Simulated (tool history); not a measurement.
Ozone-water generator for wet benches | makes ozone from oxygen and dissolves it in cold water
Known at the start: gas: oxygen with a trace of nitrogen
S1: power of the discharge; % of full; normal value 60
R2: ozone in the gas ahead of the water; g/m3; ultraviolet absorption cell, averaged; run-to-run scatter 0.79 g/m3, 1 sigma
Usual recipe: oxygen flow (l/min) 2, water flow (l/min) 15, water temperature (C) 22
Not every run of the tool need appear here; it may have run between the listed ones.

run 1 hour=0 | S1=60 oxygen_flow_(l/min)=2 water_flow_(l/min)=15 water_temperature_(C)=22 | dissolved_ozone_(ppm)=7.02 R2=119.6
run 2 hour=199.6 | S1=60 oxygen_flow_(l/min)=2 water_flow_(l/min)=15 water_temperature_(C)=22 | dissolved_ozone_(ppm)=6.95 R2=119.4
run 3 hour=347.2 | S1=60 oxygen_flow_(l/min)=2 water_flow_(l/min)=15 water_temperature_(C)=22 | dissolved_ozone_(ppm)=6.76 R2=120.1
run 4 hour=533.1 | S1=60 oxygen_flow_(l/min)=2 water_flow_(l/min)=15 water_temperature_(C)=22 | dissolved_ozone_(ppm)=6.84 R2=119.5
run 5 hour=679 | S1=60 oxygen_flow_(l/min)=2 water_flow_(l/min)=15 water_temperature_(C)=22 | dissolved_ozone_(ppm)=6.98 R2=119.7
run 6 hour=796.3 | S1=60 oxygen_flow_(l/min)=2 water_flow_(l/min)=15 water_temperature_(C)=22 | dissolved_ozone_(ppm)=6.96 R2=119
run 7 hour=996.4 | S1=60 oxygen_flow_(l/min)=2 water_flow_(l/min)=15 water_temperature_(C)=22 | dissolved_ozone_(ppm)=6.76 R2=117.9
run 8 hour=1146 | S1=60 oxygen_flow_(l/min)=2 water_flow_(l/min)=15 water_temperature_(C)=22 | dissolved_ozone_(ppm)=6.82 R2=117.6
run 9 hour=1292.9 | S1=60 oxygen_flow_(l/min)=2 water_flow_(l/min)=15 water_temperature_(C)=22 | dissolved_ozone_(ppm)=6.76 R2=118.9
-- hour=1362.3 contactor cleaned
run 10 hour=1386.9 | S1=60 oxygen_flow_(l/min)=2 water_flow_(l/min)=15 water_temperature_(C)=22 | dissolved_ozone_(ppm)=7.29 R2=118
-- hour=1404.8 water thermometer calibrated
run 11 hour=1550.1 | S1=60 oxygen_flow_(l/min)=2 water_flow_(l/min)=15 water_temperature_(C)=22 | dissolved_ozone_(ppm)=7.2 R2=116.9
run 12 hour=1691.3 | S1=60 oxygen_flow_(l/min)=2 water_flow_(l/min)=15 water_temperature_(C)=22 | dissolved_ozone_(ppm)=7.14 R2=117.2
run 13 hour=1803.3 | S1=60 oxygen_flow_(l/min)=2 water_flow_(l/min)=15 water_temperature_(C)=22 | dissolved_ozone_(ppm)=7.19 R2=117.6
run 14 hour=1991.1 | S1=60 oxygen_flow_(l/min)=2 water_flow_(l/min)=15 water_temperature_(C)=22 | dissolved_ozone_(ppm)=7.17 R2=116.7
run 15 hour=2162 | S1=60 oxygen_flow_(l/min)=2 water_flow_(l/min)=15 water_temperature_(C)=22 | dissolved_ozone_(ppm)=7.14 R2=116.4
run 16 hour=2320.8 | S1=54 oxygen_flow_(l/min)=2.79 water_flow_(l/min)=16 water_temperature_(C)=22 | dissolved_ozone_(ppm)=6.08 R2=86.1
run 17 hour=2460.6 | S1=82 oxygen_flow_(l/min)=2.47 water_flow_(l/min)=23 water_temperature_(C)=22 | dissolved_ozone_(ppm)=5.77 R2=131.7
run 18 hour=2598.6 | S1=98 oxygen_flow_(l/min)=1.52 water_flow_(l/min)=9 water_temperature_(C)=18 | dissolved_ozone_(ppm)=18.26 R2=205.7
run 19 hour=2739.1 | S1=98 oxygen_flow_(l/min)=1.52 water_flow_(l/min)=9 water_temperature_(C)=18 | dissolved_ozone_(ppm)=18.23 R2=204.7
run 20 hour=2836.3 | S1=73 oxygen_flow_(l/min)=2 water_flow_(l/min)=15 water_temperature_(C)=21 | dissolved_ozone_(ppm)=8.38 R2=134.4
run 21 hour=2962.7 | S1=71 oxygen_flow_(l/min)=1.02 water_flow_(l/min)=12 water_temperature_(C)=28 | dissolved_ozone_(ppm)=9.22 R2=203.6
run 22 hour=3108.9 | S1=71 oxygen_flow_(l/min)=1.02 water_flow_(l/min)=12 water_temperature_(C)=28 | dissolved_ozone_(ppm)=9.26 R2=200.8
run 23 hour=3295.7 | S1=69 oxygen_flow_(l/min)=1.22 water_flow_(l/min)=12 water_temperature_(C)=28 | dissolved_ozone_(ppm)=9.23 R2=175.7
run 24 hour=3464.8 | S1=60 oxygen_flow_(l/min)=2 water_flow_(l/min)=15 water_temperature_(C)=15 | dissolved_ozone_(ppm)=7.17 R2=113.5
run 25 hour=3614.5 | S1=60 oxygen_flow_(l/min)=2 water_flow_(l/min)=15 water_temperature_(C)=15 | dissolved_ozone_(ppm)=7.42 R2=113.1
run 26 hour=3770.8 | S1=47 oxygen_flow_(l/min)=1.36 water_flow_(l/min)=12 water_temperature_(C)=15 | dissolved_ozone_(ppm)=7.55 R2=118.8
run 27 hour=3880.7 | S1=60 oxygen_flow_(l/min)=2 water_flow_(l/min)=15 water_temperature_(C)=24 | dissolved_ozone_(ppm)=6.65 R2=112.5

Forecast each of these 3 alternatives for the next run:
run A hour=3978.6 | S1=60 oxygen_flow_(l/min)=2 water_flow_(l/min)=22 water_temperature_(C)=17 | dissolved_ozone_(ppm)=? R2=?
run B hour=3978.6 | S1=60 oxygen_flow_(l/min)=2 water_flow_(l/min)=12 water_temperature_(C)=24 | dissolved_ozone_(ppm)=? R2=?
run C hour=3978.6 | S1=60 oxygen_flow_(l/min)=2 water_flow_(l/min)=23 water_temperature_(C)=15 | dissolved_ozone_(ppm)=? R2=?

run=A dissolved_ozone_(ppm)=4.54 R2=112.6
run=B dissolved_ozone_(ppm)=8.38 R2=111.4
run=C dissolved_ozone_(ppm)=4.43 R2=114.2
Without the tool's unlogged condition, the same runs would have read:
run=A dissolved_ozone_(ppm)=5.14 R2=122.9
run=B dissolved_ozone_(ppm)=9.41 R2=121.7
run=C dissolved_ozone_(ppm)=5 R2=124.7
